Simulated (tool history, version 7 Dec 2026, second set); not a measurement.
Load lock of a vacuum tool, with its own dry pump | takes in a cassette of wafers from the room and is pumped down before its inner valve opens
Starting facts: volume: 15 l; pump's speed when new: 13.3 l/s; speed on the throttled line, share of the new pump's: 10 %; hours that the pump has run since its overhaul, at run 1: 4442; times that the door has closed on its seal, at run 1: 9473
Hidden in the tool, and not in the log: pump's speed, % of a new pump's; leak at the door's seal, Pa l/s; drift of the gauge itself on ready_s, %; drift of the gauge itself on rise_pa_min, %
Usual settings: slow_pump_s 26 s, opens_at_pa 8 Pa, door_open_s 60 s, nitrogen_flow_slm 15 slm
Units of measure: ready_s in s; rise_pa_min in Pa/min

| run | hour | slow_pump_s | opens_at_pa | door_open_s | nitrogen_flow_slm | hours that the pump has run since its overhaul | times that the door has closed on its seal | incoming humidity of the room's air, % | ready_s | rise_pa_min |
|---|---|---|---|---|---|---|---|---|---|---|
| 1 | 0 | 26 | 8 | 60 | 15 | 4442 | 9473 | 46.5 | 34.5 | 0.068 |
| 2 | 161.5 | 26 | 8 | 60 | 15 | 4604 | 9991 | 45.4 | 34.5 | 0.066 |
| 3 | 410.2 | 26 | 8 | 60 | 15 | 4852 | 10788 | 46.1 | 34.6 | 0.068 |
| 4 | 655.9 | 26 | 8 | 60 | 15 | 5098 | 11575 | 46.6 | 34.5 | 0.078 |
| 5 | 1027.7 | 26 | 8 | 60 | 15 | 5470 | 12766 | 47.5 | 34.7 | 0.077 |
| 6 | 1363.9 | 26 | 8 | 60 | 5 | 5806 | 13844 | 47 | 34.7 | 0.104 |
| 7 | 1743.3 | 26 | 8 | 60 | 5 | 6185 | 15059 | 46.5 | 34.8 | 0.099 |
| 8 | 2077.5 | 26 | 8 | 60 | 5 | 6520 | 16130 | 46 | 34.9 | 0.106 |
| 9 | 2414.8 | 26 | 8 | 60 | 5 | 6857 | 17211 | 43.4 | 34.8 | 0.113 |
| 10 | 2793.5 | 26 | 8 | 60 | 5 | 7236 | 18425 | 43.1 | 34.7 | 0.113 |
| 11 | 3038.9 | 26 | 8 | 60 | 5 | 7481 | 19211 | 47.9 | 34.9 | 0.123 |
| 12 | 3309.2 | 26 | 8 | 60 | 5 | 7751 | 20077 | 43.4 | 34.9 | 0.118 |
| 13 | 3541.2 | 26 | 8 | 60 | 5 | 7983 | 20820 | 45.8 | 35 | 0.126 |
| 14 | 3900.4 | 26 | 8 | 60 | 28 | 8343 | 21972 | 48.4 | 34.9 | 0.106 |
| 15 | 4177.1 | 26 | 8 | 60 | 15 | 8619 | 22858 | 42.7 | 35 | 0.122 |
| 16 | 4524.3 | 26 | 15 | 192 | 15 | 8966 | 23971 | 42.2 | 34.3 | 0.161 |
| 17 | 4765.9 | 21 | 15 | 49 | 6 | 9208 | 24745 | 41.9 | 29.8 | 0.131 |
| 18 | 4981.7 | 21 | 15 | 49 | 6 | 9424 | 25436 | 46.1 | 29.7 | 0.138 |
| 19 | 5349.1 | 21 | 15 | 54 | 21 | 9791 | 26614 | 42.7 | 29.7 | 0.132 |
| 20 | 5670.6 | 26 | 8 | 105 | 7 | 10113 | 27644 | 44.9 | 35 | 0.175 |
|  | 5771.2 | dry pump taken out, an overhauled one fitted |
| 21 | 5984.5 | 26 | 11 | 46 | 10 | 213 | 28630 | 45.7 | 34 | 0.149 |
| 22 | 6342.8 | 24 | 9 | 136 | 4 | 572 | 29779 | 46.9 | 32.2 | 0.202 |
| 23 | 6527.8 | 27 | 8 | 60 | 22 | 757 | 30371 | 48 | 35.3 | 0.153 |
| 24 | 6736.7 | 27 | 8 | 46 | 22 | 966 | 31041 | 42.4 | 35.1 | 0.155 |
| 25 | 7049.3 | 23 | 15 | 76 | 8 | 1278 | 32042 | 44.2 | 31 | 0.18 |
| 26 | 7218.1 | 22 | 9 | 60 | 15 | 1447 | 32583 | 43.6 | 30.6 | 0.17 |
| 27 | 7467.4 | 22 | 9 | 61 | 31 | 1696 | 33382 | 48.1 | 30.7 | 0.162 |
| 28 | 7795.3 | 22 | 9 | 61 | 31 | 2024 | 34433 | 41.9 | 30.6 | 0.169 |
| 29 | 8121.8 | 17 | 7 | 105 | 8 | 2351 | 35479 | 46.7 | 26.6 | 0.211 |
| 30 | 8376.1 | 18 | 8 | 125 | 15 | 2605 | 36294 | 43.7 | 27.3 | 0.207 |

A few steps of ready_s between consecutive runs. Split each: what settings, incoming material and random variation would produce without the hidden state, and what is left over for the hidden state, along with gauge scatter present in only one of the two compared results (measured, and without hidden state):
Run 4 -> 5: no setting touched and nothing written in the log between the runs. ready_s +0.2 s: hidden state +0.1, all else +0.1.
Run 7 -> 8: no setting touched and nothing written in the log between the runs. ready_s +0.1 s: hidden state +0.1, all else +0.
Run 16 -> 17: slow_pump_s 26 -> 21, door_open_s 192 -> 49, nitrogen_flow_slm 15 -> 6. ready_s -4.5 s: hidden state +0.1, all else -4.6.
Run 19 -> 20: slow_pump_s 21 -> 26, opens_at_pa 15 -> 8, door_open_s 54 -> 105, nitrogen_flow_slm 21 -> 7. ready_s +5.3 s: hidden state +0, all else +5.3.
Run 20 -> 21: opens_at_pa 8 -> 11, door_open_s 105 -> 46, nitrogen_flow_slm 7 -> 10, dry pump taken out, an overhauled one fitted. ready_s -1 s: hidden state -0.9, all else -0.1.
Run 24 -> 25: slow_pump_s 27 -> 23, opens_at_pa 8 -> 15, door_open_s 46 -> 76, nitrogen_flow_slm 22 -> 8. ready_s -4.1 s: hidden state +0, all else -4.1.
